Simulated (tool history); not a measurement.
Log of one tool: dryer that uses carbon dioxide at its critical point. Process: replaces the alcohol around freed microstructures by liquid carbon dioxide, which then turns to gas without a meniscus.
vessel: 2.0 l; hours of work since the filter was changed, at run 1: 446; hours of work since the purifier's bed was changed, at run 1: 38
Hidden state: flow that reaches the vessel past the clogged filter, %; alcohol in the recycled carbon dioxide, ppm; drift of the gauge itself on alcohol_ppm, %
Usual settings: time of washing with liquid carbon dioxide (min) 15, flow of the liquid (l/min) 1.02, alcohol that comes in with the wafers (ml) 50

| run | hour | time of washing with liquid carbon dioxide (min) | flow of the liquid (l/min) | alcohol that comes in with the wafers (ml) | hours of work since the filter was changed | hours of work since the purifier's bed was changed | alcohol left in the vessel before it's heated (ppm by volume) |
|---|---|---|---|---|---|---|---|
| 1 | 0.0 | 15 | 1.02 | 50 | 446 | 38 | 78 |
| 2 | 37.4 | 15 | 1.02 | 50 | 471 | 64 | 88 |
| 3 | 95.9 | 15 | 1.02 | 50 | 511 | 104 | 110 |
|  | 123.2 | inlet filter changed |
| 4 | 149.6 | 10 | 1.02 | 50 | 18 | 140 | 365 |
| 5 | 205.7 | 15 | 1.02 | 50 | 57 | 179 | 110 |
| 6 | 249.0 | 15 | 1.02 | 50 | 86 | 209 | 115 |
| 7 | 296.2 | 15 | 1.02 | 50 | 119 | 241 | 126 |
| 8 | 355.1 | 15 | 1.02 | 50 | 159 | 281 | 144 |
| 9 | 380.5 | 15 | 1.02 | 50 | 177 | 299 | 147 |
| 10 | 404.7 | 15 | 1.02 | 50 | 193 | 315 | 158 |
| 11 | 445.1 | 15 | 1.68 | 50 | 221 | 343 | 128 |
| 12 | 502.5 | 15 | 1.68 | 50 | 260 | 382 | 144 |
| 13 | 538.7 | 15 | 1.02 | 50 | 285 | 407 | 201 |
| 14 | 592.0 | 15 | 1.02 | 50 | 322 | 444 | 210 |
| 15 | 644.9 | 15 | 1.02 | 57 | 358 | 480 | 240 |
| 16 | 683.8 | 15 | 1.00 | 50 | 385 | 507 | 233 |
| 17 | 741.6 | 15 | 1.65 | 30 | 424 | 547 | 200 |
| 18 | 765.2 | 11 | 1.02 | 60 | 440 | 563 | 571 |
| 19 | 812.9 | 11 | 1.02 | 60 | 473 | 595 | 586 |
| 20 | 837.0 | 17 | 0.74 | 90 | 490 | 612 | 605 |
| 21 | 889.5 | 12 | 1.14 | 81 | 526 | 648 | 440 |
|  | 895.9 | inlet filter changed |
| 22 | 942.5 | 16 | 0.77 | 64 | 32 | 684 | 439 |
| 23 | 966.5 | 19 | 0.77 | 36 | 48 | 700 | 288 |
| 24 | 995.5 | 9 | 1.21 | 30 | 68 | 720 | 405 |
|  | 1002.1 | purifier's bed changed |
| 25 | 1045.6 | 9 | 1.21 | 30 | 101 | 30 | 155 |
| 26 | 1084.8 | 9 | 1.21 | 30 | 128 | 57 | 170 |
| 27 | 1119.1 | 9 | 1.21 | 30 | 151 | 80 | 168 |
| 28 | 1155.9 | 9 | 0.69 | 65 | 176 | 106 | 2665 |
| 29 | 1187.1 | 9 | 0.69 | 65 | 198 | 127 | 2688 |
| 30 | 1245.0 | 9 | 0.69 | 40 | 237 | 167 | 1708 |
| 31 | 1288.6 | 9 | 0.69 | 40 | 267 | 197 | 1758 |

The same runs without the tool's hidden state, with the same run-to-run variation:
| run | alcohol left in the vessel before it's heated (ppm by volume) |
|---|---|
| 1 | 37 |
| 2 | 37 |
| 3 | 42 |
| 4 | 304 |
| 5 | 43 |
| 6 | 37 |
| 7 | 33 |
| 8 | 37 |
| 9 | 32 |
| 10 | 36 |
| 11 | 3 |
| 12 | 8 |
| 13 | 37 |
| 14 | 38 |
| 15 | 44 |
| 16 | 31 |
| 17 | 3 |
| 18 | 239 |
| 19 | 235 |
| 20 | 231 |
| 21 | 112 |
| 22 | 182 |
| 23 | 39 |
| 24 | 133 |
| 25 | 131 |
| 26 | 134 |
| 27 | 122 |
| 28 | 2408 |
| 29 | 2394 |
| 30 | 1468 |
| 31 | 1481 |
